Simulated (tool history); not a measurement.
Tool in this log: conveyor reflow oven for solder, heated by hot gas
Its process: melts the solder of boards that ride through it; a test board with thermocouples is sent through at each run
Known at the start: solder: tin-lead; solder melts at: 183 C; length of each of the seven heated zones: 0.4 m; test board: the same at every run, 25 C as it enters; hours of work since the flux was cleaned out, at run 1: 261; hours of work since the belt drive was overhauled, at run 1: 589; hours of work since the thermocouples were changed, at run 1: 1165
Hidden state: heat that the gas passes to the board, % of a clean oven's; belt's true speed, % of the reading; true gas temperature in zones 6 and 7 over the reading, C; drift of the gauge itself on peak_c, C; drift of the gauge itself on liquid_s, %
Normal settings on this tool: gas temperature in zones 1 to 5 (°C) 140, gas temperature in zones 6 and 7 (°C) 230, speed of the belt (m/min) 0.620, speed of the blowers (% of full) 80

run,day,gas temperature in zones 1 to 5 (°C),gas temperature in zones 6 and 7 (°C),speed of the belt (m/min),speed of the blowers (% of full),hours of work since the flux was cleaned out,hours of work since the belt drive was overhauled,hours of work since the thermocouples were changed,highest temperature of the board (°C),time above the solder's melting point (s)
1,0.000,140,230,0.620,80,261,589,1165,216.8,59.1
2,1.033,140,230,0.502,80,278,607,1182,221.8,78.3
3,2.304,140,230,0.502,80,299,627,1203,221.7,78.7
# day 2.492: thermocouples of zones 6 and 7 changed
4,3.258,140,230,0.502,80,314,642,13,221.5,78.3
5,4.450,140,230,0.639,80,333,662,32,215.9,56.1
# day 5.275: flux residue cleaned out of gas plates and filters
6,5.738,140,230,0.639,80,8,679,50,215.9,56.3
7,6.604,140,230,0.639,80,22,694,64,216.1,56.2
8,7.404,140,230,0.620,54,35,707,78,209.5,50.6
9,8.804,140,230,0.620,54,58,730,101,209.5,50.7
10,10.025,140,230,0.620,80,78,750,121,216.7,59.1
11,11.146,140,230,0.620,80,97,769,139,216.7,59.0
12,12.471,140,230,0.620,80,119,790,161,216.9,58.7
13,13.308,135,230,0.620,80,133,804,175,216.1,56.6
14,14.488,135,230,0.620,80,152,824,194,215.9,56.4
15,15.446,135,230,0.620,80,168,839,210,215.9,56.6
16,16.817,135,230,0.620,80,190,862,233,215.7,56.5
17,18.129,135,230,0.620,80,212,884,255,215.9,56.5
18,19.188,138,236,0.550,75,230,901,272,223.9,71.7
19,20.367,148,221,0.515,69,249,921,291,212.2,71.6
20,21.283,140,228,0.620,80,264,936,307,215.1,57.2
21,22.062,146,230,0.664,80,277,949,319,215.9,56.4
22,23.062,146,230,0.664,80,293,965,336,215.7,56.3
23,23.683,146,230,0.664,80,304,975,346,215.7,55.7
24,25.088,146,230,0.664,80,327,999,369,215.7,55.7
# day 26.275: flux residue cleaned out of gas plates and filters
25,26.646,140,225,0.620,73,6,1021,392,211.0,53.7
26,27.433,142,230,0.620,80,19,1034,405,217.2,59.8
27,28.325,127,233,0.722,57,34,1048,419,203.9,33.4
28,29.125,147,220,0.620,80,47,1062,432,209.0,55.8
29,29.817,147,239,0.599,80,58,1073,444,226.5,70.1
30,31.246,147,239,0.599,80,82,1097,467,226.5,70.3

Forecast each of these 3 alternatives for the next run:
A,32.333,140,231,0.620,80,100,1115,485,?,?
B,32.333,149,239,0.599,66,100,1115,485,?,?
C,32.333,141,219,0.507,80,100,1115,485,?,?

run,highest temperature of the board (°C),time above the solder's melting point (s)
A,217.6,59.5
B,223.6,69.0
C,211.6,70.3
Take away the tool's hidden state, keep each run's random variation, and the runs would have read:
run,highest temperature of the board (°C),time above the solder's melting point (s)
A,217.6,59.5
B,223.6,69.0
C,211.6,70.3
